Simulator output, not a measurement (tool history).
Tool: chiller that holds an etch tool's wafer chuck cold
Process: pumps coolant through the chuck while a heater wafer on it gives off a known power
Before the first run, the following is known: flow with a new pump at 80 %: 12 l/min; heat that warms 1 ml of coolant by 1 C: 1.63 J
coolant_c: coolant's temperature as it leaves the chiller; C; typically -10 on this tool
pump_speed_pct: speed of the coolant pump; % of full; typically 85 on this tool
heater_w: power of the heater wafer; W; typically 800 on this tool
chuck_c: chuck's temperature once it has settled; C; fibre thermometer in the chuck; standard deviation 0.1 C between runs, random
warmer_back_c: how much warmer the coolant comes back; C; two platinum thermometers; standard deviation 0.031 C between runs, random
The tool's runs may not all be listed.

| run | hour | coolant_c | pump_speed_pct | heater_w | chuck_c | warmer_back_c |
|---|---|---|---|---|---|---|
| 1 | 0 | -10 | 85 | 800 | -0.7 | 2.55 |
| 2 | 86 | -10 | 85 | 800 | -0.7 | 2.52 |
| 3 | 174 | -10 | 85 | 800 | -0.9 | 2.54 |
| 4 | 263.2 | -10 | 85 | 800 | -0.4 | 2.56 |
| 5 | 390.7 | -10 | 85 | 417 | -5.1 | 1.37 |
| 6 | 478.3 | -10 | 85 | 417 | -4.8 | 1.36 |
| 7 | 589.1 | -10 | 85 | 417 | -5 | 1.31 |
| 8 | 726.3 | -10 | 85 | 906 | 0.7 | 2.87 |
| 9 | 868.8 | -10 | 85 | 800 | -0.4 | 2.55 |
| 10 | 972.8 | -10 | 85 | 800 | -0.5 | 2.58 |
| 11 | 1054.8 | -10 | 85 | 800 | -0.3 | 2.57 |
| 12 | 1156.5 | -10 | 85 | 800 | 0 | 2.57 |
| 13 | 1229.5 | -10 | 85 | 800 | -0.3 | 2.62 |
| 14 | 1351.9 | -10 | 85 | 800 | -0.3 | 2.61 |
| 15 | 1420.4 | -10 | 85 | 800 | -0.3 | 2.62 |
| 16 | 1478.5 | -10 | 85 | 1101 | 3.6 | 3.58 |
| 17 | 1605.2 | -5 | 66 | 550 | 3.3 | 2.29 |
| 18 | 1692.3 | -5 | 66 | 550 | 3.1 | 2.27 |
| 19 | 1751.9 | -11 | 78 | 414 | -5.4 | 1.5 |

Expected results for the next run?
| 20 | 1842.3 | -11 | 78 | 414 | ? | ? |

Run 20 gave chuck_c -5.4 C, warmer_back_c 1.53 C.
On a tool with no hidden condition, and with the same random variation, this run would have come out at chuck_c -6.7 C, warmer_back_c 1.36 C.
